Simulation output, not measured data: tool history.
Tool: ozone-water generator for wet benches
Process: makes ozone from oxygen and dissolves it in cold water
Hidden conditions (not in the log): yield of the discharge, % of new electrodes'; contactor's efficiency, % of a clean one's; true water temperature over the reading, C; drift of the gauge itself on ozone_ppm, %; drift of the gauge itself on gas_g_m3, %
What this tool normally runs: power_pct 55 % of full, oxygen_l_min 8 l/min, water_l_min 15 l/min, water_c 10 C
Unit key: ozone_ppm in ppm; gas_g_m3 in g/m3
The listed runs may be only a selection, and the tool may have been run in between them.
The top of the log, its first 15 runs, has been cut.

run,hour,power_pct,oxygen_l_min,water_l_min,water_c,hours of work since the electrodes were changed,hours of work since the contactor was cleaned,hours of work since the thermometer was calibrated,ozone_ppm,gas_g_m3
# hour 1187.8: water thermometer calibrated, once more
16,1195.5,55,8,15,10,3743,977,7,23.5,171.8
17,1288.9,72,6.74,12,10,3834,1069,99,31.6,207.9
18,1355.5,76,6.74,12,13,3899,1134,164,30.1,213.5
19,1407.7,55,14.19,10,10,3950,1185,215,29.9,135.2
20,1465.4,55,14.19,10,10,4007,1241,271,29.7,133.6
21,1556.9,55,12.17,15,10,4096,1331,361,22.6,143.3
22,1642,55,8.46,15,16,4179,1414,444,20,165.6
23,1711.1,63,5.13,15,8,4247,1481,511,23.3,213.2
24,1769.1,55,8,16,10,4304,1538,568,21,166.3
25,1863.4,94,14.23,14,10,4396,1630,660,28.8,166.2
26,1975.4,70,8,10,16,4505,1740,770,29.9,182.6
27,2048.7,55,4.34,15,10,4577,1811,841,20.5,210.8
28,2158.9,51,8,15,16,4685,1919,949,18.8,158.5
29,2206.1,62,8,20,15,4731,1965,995,15.9,171.4
30,2320.9,82,8,9,13,4843,2077,1107,35.4,189.8
31,2431,94,8,15,5,4951,2185,1215,28.8,201.3
32,2543.3,94,8,15,5,5060,2295,1325,28.4,196.7

Below are 5 alternative next runs, each starting from the tool's condition after run 32. Predict each:
A,2610.8,89,4.93,20,10,5126,2360,1391,?,?
B,2610.8,47,8,13,5,5126,2360,1391,?,?
C,2610.8,94,4.06,15,18,5126,2360,1391,?,?
D,2610.8,55,6.96,21,7,5126,2360,1391,?,?
E,2610.8,94,8,17,5,5126,2360,1391,?,?

run,ozone_ppm,gas_g_m3
A,17.8,231.9
B,24.6,148.7
C,21.7,257.4
D,15.4,168.2
E,25.1,195.6
With no hidden state in the tool, these same runs would have given:
run,ozone_ppm,gas_g_m3
A,26.2,329.5
B,32.7,192.7
C,31.9,368.7
D,21,222.7
E,36.9,280.2
